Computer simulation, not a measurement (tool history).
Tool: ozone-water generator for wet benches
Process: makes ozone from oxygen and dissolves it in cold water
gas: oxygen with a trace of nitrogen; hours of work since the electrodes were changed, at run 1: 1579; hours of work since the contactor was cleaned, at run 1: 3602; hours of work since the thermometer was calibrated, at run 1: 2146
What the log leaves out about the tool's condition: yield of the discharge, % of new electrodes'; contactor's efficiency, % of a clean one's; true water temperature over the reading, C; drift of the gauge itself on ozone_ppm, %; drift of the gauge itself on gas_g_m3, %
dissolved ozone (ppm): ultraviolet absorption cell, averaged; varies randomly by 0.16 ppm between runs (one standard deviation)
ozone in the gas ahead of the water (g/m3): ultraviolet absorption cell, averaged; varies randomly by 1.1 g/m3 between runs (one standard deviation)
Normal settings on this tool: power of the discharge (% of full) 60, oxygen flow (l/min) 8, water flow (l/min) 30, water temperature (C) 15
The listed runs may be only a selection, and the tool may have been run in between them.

run    hour  power of the discharge (% of full)  oxygen flow (l/min)  water flow (l/min)  water temperature (C)  hours of work since the electrodes were changed  hours of work since the contactor was cleaned  hours of work since the thermometer was calibrated  dissolved ozone (ppm)  ozone in the gas ahead of the water (g/m3)
  1       0                                  60                    8                  30                     15                                             1579                                           3602                                                2146                   24.3                                       188.7
  2    86.9                                  60                    8                  30                     15                                             1649                                           3673                                                2217                   24.3                                       186.3
  3   141.1                                  60                    8                  30                     15                                             1694                                           3717                                                2262                   24.3                                       186.8
  4   217.3                                  74                    8                  30                     15                                             1756                                           3780                                                2324                   29.4                                       228.3
  5   296.6                                  60                    8                  23                     15                                             1821                                           3844                                                2389                   29.5                                       187.7
  6   371.9                                  60                    8                  23                     15                                             1882                                           3906                                                2450                   29.2                                       188.9
  7   437.7                                  60                    8                  23                     15                                             1936                                           3960                                                2504                   29.3                                       187.4
  8   480.1                                  60                    8                  23                     15                                             1971                                           3994                                                2538                   29.4                                       187.7
  9   567.4                                  60                    8                  21                     15                                             2042                                           4066                                                2610                   31.2                                       188.6
 10   643.3                                  60                    8                  30                     15                                             2104                                           4128                                                2672                   24.2                                       187.1
 11     697                                  60                 5.69                  30                     15                                             2148                                           4171                                                2715                   22.9                                       216.3
 12   754.3                                  60                 5.69                  30                     15                                             2194                                           4218                                                2762                   23.3                                       217.5
 13   819.7                                  60                 5.69                  30                     15                                             2248                                           4272                                                2816                     23                                       217.6
 14   903.8                                  60                 5.69                  30                     15                                             2316                                           4340                                                2884                     23                                         217
 15     974                                  60                    8                  30                     15                                             2374                                           4398                                                2942                   24.2                                       187.5
     1040.6  -- contactor cleaned
 16  1041.4                                  60                 9.11                  30                     15                                             2426                                              1                                                2993                   24.9                                       178.8
 17  1086.6                                  98                  4.1                  37                     10                                             2462                                             38                                                3030                   27.9                                       391.4
 18  1189.8                                  98                  4.1                  37                      9                                             2547                                            122                                                3114                     28                                         387
 19  1261.3                                  60                    8                  30                     13                                             2605                                            180                                                3173                   25.2                                       187.9
 20  1341.7                                  79                 11.4                  30                     22                                             2671                                            246                                                3239                   28.5                                       206.5
 21  1404.9                                  45                 4.43                  46                     11                                             2722                                            297                                                3290                   11.5                                       187.2
 22  1477.8                                  64                 4.43                  46                     11                                             2782                                            357                                                3350                   15.7                                       254.5
 23  1544.1                                  64                 4.43                  46                     11                                             2836                                            411                                                3404                   15.6                                       255.6
 24  1598.3                                  75                    8                  30                     15                                             2880                                            455                                                3448                   29.6                                       227.1
 25  1651.9                                  89                  7.4                  43                     21                                             2924                                            499                                                3492                     24                                       276.4
 26  1706.6                                  89                  7.4                  43                     21                                             2969                                            544                                                3536                   23.9                                       274.8
 27  1780.7                                  76                 5.43                  27                     11                                             3029                                            604                                                3597                   31.9                                       273.7
 28  1862.3                                  76                 5.43                  27                     11                                             3096                                            671                                                3664                   32.2                                       273.1
 29  1949.1                                  76                 5.43                  27                     11                                             3167                                            742                                                3735                   32.1                                       274.2
 30  1996.9                                  76                 5.43                  27                     11                                             3206                                            781                                                3774                   31.8                                       273.8
 31  2043.7                                  66                    8                  23                      9                                             3244                                            819                                                3812                     35                                       203.6
 32  2116.5                                  83                 6.31                  30                     15                                             3303                                            878                                                3871                   31.4                                       279.6

4 ways to go on from here, each from the tool as it stands after run 32. What would each give?
  A  2186.5                                  87                13.01                  30                     15                                             3361                                            936                                                3928                      ?                                           ?
  B  2186.5                                  78                  9.3                  30                     15                                             3361                                            936                                                3928                      ?                                           ?
  C  2186.5                                  88                 7.99                  20                     15                                             3361                                            936                                                3928                      ?                                           ?
  D  2186.5                                  64                    8                  30                      8                                             3361                                            936                                                3928                      ?                                           ?

run  dissolved ozone (ppm)  ozone in the gas ahead of the water (g/m3)
  A                   35.3                                       212.2
  B                   31.2                                       223.5
  C                   45.1                                       260.2
  D                   28.4                                       198.6
Take away the tool's hidden state, keep each run's random variation, and the runs would have read:
run  dissolved ozone (ppm)  ozone in the gas ahead of the water (g/m3)
  A                   35.4                                       212.6
  B                   31.3                                       223.9
  C                   45.2                                       260.7
  D                   28.5                                       198.8

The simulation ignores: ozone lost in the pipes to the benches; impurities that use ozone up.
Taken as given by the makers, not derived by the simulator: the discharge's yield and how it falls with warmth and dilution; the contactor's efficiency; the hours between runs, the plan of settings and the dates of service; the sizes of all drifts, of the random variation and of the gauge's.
